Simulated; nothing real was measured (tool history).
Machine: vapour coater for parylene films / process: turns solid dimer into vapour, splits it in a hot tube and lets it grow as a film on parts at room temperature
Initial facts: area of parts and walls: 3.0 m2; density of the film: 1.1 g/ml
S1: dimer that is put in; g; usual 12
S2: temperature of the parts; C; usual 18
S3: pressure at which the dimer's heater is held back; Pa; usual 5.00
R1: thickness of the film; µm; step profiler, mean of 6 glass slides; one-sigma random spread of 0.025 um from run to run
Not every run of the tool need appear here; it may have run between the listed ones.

{"run": 1, "hour": 0.0, "S1": 12, "S2": 18, "S3": 5.0, "R1": 1.54}
{"run": 2, "hour": 43.9, "S1": 12, "S2": 18, "S3": 5.0, "R1": 1.59}
{"run": 3, "hour": 89.5, "S1": 12, "S2": 18, "S3": 6.28, "R1": 1.44}
{"run": 4, "hour": 117.9, "S1": 12, "S2": 18, "S3": 6.28, "R1": 1.44}
{"run": 5, "hour": 165.2, "S1": 12, "S2": 13, "S3": 5.0, "R1": 1.65}
{"run": 6, "hour": 204.4, "S1": 8, "S2": 13, "S3": 5.0, "R1": 1.11}
{"run": 7, "hour": 237.7, "S1": 12, "S2": 18, "S3": 2.2, "R1": 1.88}
{"hour": 244.2, "done": "trap's valve overhauled"}
{"run": 8, "hour": 289.8, "S1": 12, "S2": 27, "S3": 5.0, "R1": 1.49}
{"run": 9, "hour": 337.8, "S1": 12, "S2": 27, "S3": 5.0, "R1": 1.49}
{"run": 10, "hour": 370.9, "S1": 12, "S2": 27, "S3": 5.0, "R1": 1.51}
{"run": 11, "hour": 412.6, "S1": 12, "S2": 27, "S3": 5.0, "R1": 1.45}
{"run": 12, "hour": 437.5, "S1": 12, "S2": 18, "S3": 5.0, "R1": 1.68}
{"run": 13, "hour": 476.4, "S1": 15, "S2": 18, "S3": 8.73, "R1": 1.87}

Run 14, settings as shown, results not yet in. Your forecast:
{"run": 14, "hour": 514.3, "S1": 6, "S2": 18, "S3": 8.73, "R1": "?"}

{"run 14": {"R1": 0.77}}
With the hidden condition absent and the run-to-run variation left alone, this run would have shown R1 0.81 µm.
